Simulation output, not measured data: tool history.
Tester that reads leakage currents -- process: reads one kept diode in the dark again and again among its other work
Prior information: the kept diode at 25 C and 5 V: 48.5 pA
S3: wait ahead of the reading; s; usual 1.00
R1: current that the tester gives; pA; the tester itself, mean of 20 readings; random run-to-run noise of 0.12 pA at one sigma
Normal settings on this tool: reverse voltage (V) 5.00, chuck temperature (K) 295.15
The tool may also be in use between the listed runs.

{"run": 1, "hour": 0.0, "reverse voltage (V)": 5.0, "chuck temperature (K)": 295.15, "S3": 1.0, "R1": 35.92}
{"run": 2, "hour": 222.6, "reverse voltage (V)": 2.42, "chuck temperature (K)": 295.15, "S3": 1.0, "R1": 24.92}
{"hour": 351.3, "done": "chuck's temperature calibrated"}
{"run": 3, "hour": 475.1, "reverse voltage (V)": 2.42, "chuck temperature (K)": 295.15, "S3": 1.0, "R1": 24.28}
{"run": 4, "hour": 624.3, "reverse voltage (V)": 2.42, "chuck temperature (K)": 295.15, "S3": 1.0, "R1": 24.33}
{"run": 5, "hour": 760.4, "reverse voltage (V)": 5.0, "chuck temperature (K)": 295.15, "S3": 1.0, "R1": 36.03}
{"run": 6, "hour": 876.3, "reverse voltage (V)": 5.0, "chuck temperature (K)": 295.15, "S3": 1.0, "R1": 36.19}
{"run": 7, "hour": 1058.0, "reverse voltage (V)": 5.0, "chuck temperature (K)": 295.15, "S3": 1.0, "R1": 36.39}
{"run": 8, "hour": 1185.1, "reverse voltage (V)": 5.0, "chuck temperature (K)": 295.15, "S3": 1.0, "R1": 36.98}
{"hour": 1228.8, "done": "probe card cleaned and baked"}
{"run": 9, "hour": 1403.1, "reverse voltage (V)": 5.0, "chuck temperature (K)": 312.15, "S3": 1.0, "R1": 142.46}
{"hour": 1440.0, "done": "chuck's temperature calibrated, once more"}
{"run": 10, "hour": 1516.4, "reverse voltage (V)": 5.0, "chuck temperature (K)": 312.15, "S3": 1.0, "R1": 166.36}
{"run": 11, "hour": 1630.1, "reverse voltage (V)": 1.44, "chuck temperature (K)": 312.15, "S3": 1.0, "R1": 90.01}
{"run": 12, "hour": 1885.5, "reverse voltage (V)": 1.44, "chuck temperature (K)": 312.15, "S3": 1.0, "R1": 89.49}
{"run": 13, "hour": 2042.3, "reverse voltage (V)": 1.44, "chuck temperature (K)": 312.15, "S3": 1.0, "R1": 88.8}
{"run": 14, "hour": 2294.0, "reverse voltage (V)": 1.44, "chuck temperature (K)": 312.15, "S3": 1.0, "R1": 88.04}
{"run": 15, "hour": 2496.8, "reverse voltage (V)": 1.44, "chuck temperature (K)": 299.15, "S3": 1.0, "R1": 29.22}
{"run": 16, "hour": 2718.4, "reverse voltage (V)": 1.5, "chuck temperature (K)": 295.15, "S3": 1.0, "R1": 20.99}
{"run": 17, "hour": 2875.7, "reverse voltage (V)": 2.14, "chuck temperature (K)": 295.15, "S3": 1.0, "R1": 25.32}
{"hour": 3061.7, "done": "probe card cleaned and baked"}
{"run": 18, "hour": 3083.7, "reverse voltage (V)": 2.14, "chuck temperature (K)": 295.15, "S3": 1.0, "R1": 23.18}
{"run": 19, "hour": 3280.1, "reverse voltage (V)": 2.14, "chuck temperature (K)": 295.15, "S3": 1.0, "R1": 23.32}
{"run": 20, "hour": 3429.6, "reverse voltage (V)": 2.14, "chuck temperature (K)": 295.15, "S3": 1.0, "R1": 23.35}
{"run": 21, "hour": 3629.2, "reverse voltage (V)": 16.23, "chuck temperature (K)": 328.15, "S3": 5.4, "R1": 967.41}
{"run": 22, "hour": 3748.9, "reverse voltage (V)": 16.23, "chuck temperature (K)": 332.15, "S3": 5.4, "R1": 1296.43}
{"run": 23, "hour": 3983.9, "reverse voltage (V)": 16.23, "chuck temperature (K)": 332.15, "S3": 5.4, "R1": 1286.86}
{"run": 24, "hour": 4135.3, "reverse voltage (V)": 1.13, "chuck temperature (K)": 300.15, "S3": 5.11, "R1": 26.19}
{"hour": 4314.3, "done": "chuck's temperature calibrated"}
{"run": 25, "hour": 4382.4, "reverse voltage (V)": 19.36, "chuck temperature (K)": 321.15, "S3": 0.37, "R1": 675.37}
{"run": 26, "hour": 4538.2, "reverse voltage (V)": 19.36, "chuck temperature (K)": 321.15, "S3": 0.37, "R1": 673.79}
{"run": 27, "hour": 4671.7, "reverse voltage (V)": 5.0, "chuck temperature (K)": 295.15, "S3": 8.37, "R1": 40.71}
{"run": 28, "hour": 4861.3, "reverse voltage (V)": 6.89, "chuck temperature (K)": 295.15, "S3": 6.83, "R1": 48.88}
{"hour": 4887.3, "done": "probe card cleaned and baked"}
{"run": 29, "hour": 5113.3, "reverse voltage (V)": 3.29, "chuck temperature (K)": 304.15, "S3": 0.75, "R1": 66.38}
{"run": 30, "hour": 5234.0, "reverse voltage (V)": 5.13, "chuck temperature (K)": 302.15, "S3": 6.52, "R1": 68.42}
{"run": 31, "hour": 5488.4, "reverse voltage (V)": 1.47, "chuck temperature (K)": 295.15, "S3": 0.65, "R1": 20.25}
{"run": 32, "hour": 5662.4, "reverse voltage (V)": 4.5, "chuck temperature (K)": 295.15, "S3": 1.22, "R1": 35.53}
{"run": 33, "hour": 5805.3, "reverse voltage (V)": 4.5, "chuck temperature (K)": 317.15, "S3": 2.95, "R1": 224.6}
{"run": 34, "hour": 6000.8, "reverse voltage (V)": 4.5, "chuck temperature (K)": 332.15, "S3": 2.82, "R1": 708.27}
{"run": 35, "hour": 6238.1, "reverse voltage (V)": 7.74, "chuck temperature (K)": 322.15, "S3": 0.39, "R1": 432.55}
{"run": 36, "hour": 6345.7, "reverse voltage (V)": 3.27, "chuck temperature (K)": 295.15, "S3": 3.8, "R1": 30.12}
{"hour": 6385.5, "done": "tester calibrated"}
{"run": 37, "hour": 6494.0, "reverse voltage (V)": 5.22, "chuck temperature (K)": 304.15, "S3": 1.2, "R1": 83.9}
{"hour": 6713.5, "done": "probe card cleaned and baked"}
{"run": 38, "hour": 6742.9, "reverse voltage (V)": 1.75, "chuck temperature (K)": 307.15, "S3": 1.0, "R1": 59.33}
{"run": 39, "hour": 6905.1, "reverse voltage (V)": 2.85, "chuck temperature (K)": 295.15, "S3": 3.21, "R1": 25.72}
{"run": 40, "hour": 7040.3, "reverse voltage (V)": 16.42, "chuck temperature (K)": 295.15, "S3": 0.43, "R1": 67.87}

Hidden state or all else? Some run-to-run changes of R1, split into what the settings, what came in and random variation would give without the hidden state, and what is left for the hidden state (with any gauge scatter that isn't in both results):
The tool's hidden condition here consists of: stray current of the dirty probe card, pA a volt; current scale over the true one, %; true chuck temperature over the reading, C; drift of the gauge itself on leakage_pa, %.
Run 20 -> 21: reverse voltage (V) 2.14 -> 16.23, chuck temperature (K) 295.15 -> 328.15, S3 1.00 -> 5.40. R1 +944.06 pA: hidden state -68.48, all else +1012.54.
Run 23 -> 24: reverse voltage (V) 16.23 -> 1.13, chuck temperature (K) 332.15 -> 300.15, S3 5.40 -> 5.11. R1 -1260.67 pA: hidden state +103.22, all else -1363.89.
Run 24 -> 25: reverse voltage (V) 1.13 -> 19.36, chuck temperature (K) 300.15 -> 321.15, S3 5.11 -> 0.37, chuck's temperature calibrated. R1 +649.18 pA: hidden state +9.16, all else +640.02.
Run 33 -> 34: chuck temperature (K) 317.15 -> 332.15, S3 2.95 -> 2.82. R1 +483.67 pA: hidden state -31.65, all else +515.32.

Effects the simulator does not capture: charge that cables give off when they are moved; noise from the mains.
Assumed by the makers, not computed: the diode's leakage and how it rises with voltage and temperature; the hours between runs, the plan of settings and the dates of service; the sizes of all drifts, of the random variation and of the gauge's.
